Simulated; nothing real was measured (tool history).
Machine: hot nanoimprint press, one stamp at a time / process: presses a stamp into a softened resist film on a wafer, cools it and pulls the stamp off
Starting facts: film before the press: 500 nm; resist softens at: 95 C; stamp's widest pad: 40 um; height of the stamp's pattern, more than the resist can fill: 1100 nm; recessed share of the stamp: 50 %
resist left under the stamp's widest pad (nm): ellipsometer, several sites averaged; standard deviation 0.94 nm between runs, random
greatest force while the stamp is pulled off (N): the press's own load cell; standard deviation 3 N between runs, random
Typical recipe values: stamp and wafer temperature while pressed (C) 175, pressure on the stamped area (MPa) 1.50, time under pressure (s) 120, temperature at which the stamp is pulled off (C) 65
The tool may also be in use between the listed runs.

| run | hour | stamp and wafer temperature while pressed (C) | pressure on the stamped area (MPa) | time under pressure (s) | temperature at which the stamp is pulled off (C) | resist left under the stamp's widest pad (nm) | greatest force while the stamp is pulled off (N) |
|---|---|---|---|---|---|---|---|
| 1 | 0.0 | 175 | 1.50 | 120 | 65 | 289.8 | 216 |
| 2 | 5.2 | 175 | 1.50 | 120 | 65 | 289.2 | 215 |
| 3 | 10.9 | 175 | 1.50 | 120 | 65 | 290.3 | 218 |
| 4 | 17.4 | 175 | 1.50 | 120 | 65 | 289.8 | 211 |
| 5 | 23.5 | 175 | 1.50 | 120 | 65 | 291.6 | 214 |
| 6 | 29.8 | 175 | 1.50 | 74 | 65 | 336.4 | 218 |
| 7 | 37.7 | 175 | 0.92 | 120 | 65 | 338.0 | 218 |
| 8 | 42.6 | 175 | 0.92 | 120 | 65 | 338.1 | 212 |
| 9 | 49.1 | 175 | 1.50 | 120 | 65 | 291.1 | 223 |
| 10 | 56.5 | 175 | 1.50 | 120 | 65 | 293.5 | 218 |
| 11 | 63.7 | 175 | 1.50 | 120 | 65 | 293.1 | 212 |
| 12 | 69.9 | 175 | 1.50 | 120 | 65 | 291.6 | 219 |
| 13 | 73.6 | 175 | 1.50 | 120 | 65 | 292.1 | 215 |
| 14 | 77.3 | 175 | 1.50 | 120 | 65 | 293.4 | 220 |
| 15 | 81.1 | 175 | 1.50 | 120 | 65 | 292.3 | 216 |
| 16 | 88.8 | 175 | 1.50 | 120 | 65 | 291.9 | 213 |
| 17 | 96.0 | 168 | 1.41 | 120 | 66 | 349.4 | 218 |
| 18 | 101.4 | 175 | 1.50 | 140 | 63 | 279.2 | 224 |
| 19 | 105.7 | 175 | 1.50 | 140 | 63 | 278.4 | 219 |
| 20 | 114.8 | 175 | 1.50 | 140 | 63 | 279.8 | 221 |
| 21 | 119.2 | 175 | 1.50 | 140 | 63 | 279.0 | 222 |
| 22 | 128.0 | 175 | 1.50 | 112 | 63 | 302.0 | 218 |
| 23 | 132.2 | 175 | 1.50 | 152 | 63 | 271.8 | 223 |
| 24 | 138.1 | 169 | 1.51 | 154 | 65 | 312.4 | 220 |
| 25 | 142.4 | 165 | 1.82 | 142 | 69 | 334.8 | 210 |
| 26 | 149.4 | 183 | 1.22 | 135 | 64 | 251.2 | 222 |
| 27 | 158.0 | 172 | 0.93 | 61 | 65 | 416.8 | 218 |
| 28 | 165.0 | 177 | 1.50 | 120 | 57 | 281.5 | 236 |
| 29 | 172.4 | 175 | 1.76 | 113 | 55 | 286.2 | 235 |

Forecast each of these 3 alternatives for the next run:
|  | 172.8 | gauge calibrated |
| A | 176.6 | 177 | 2.37 | 120 | 65 | ? | ? |
|  | 172.8 | gauge calibrated |
| B | 176.6 | 170 | 1.21 | 113 | 58 | ? | ? |
|  | 172.8 | gauge calibrated |
| C | 176.6 | 182 | 1.79 | 113 | 55 | ? | ? |

| run | resist left under the stamp's widest pad (nm) | greatest force while the stamp is pulled off (N) |
|---|---|---|
| A | 233.9 | 212 |
| B | 351.5 | 234 |
| C | 234.0 | 240 |
With the hidden condition removed and each run's random variation left untouched, the same runs would have given:
| run | resist left under the stamp's widest pad (nm) | greatest force while the stamp is pulled off (N) |
|---|---|---|
| A | 233.9 | 210 |
| B | 351.5 | 231 |
| C | 234.0 | 238 |
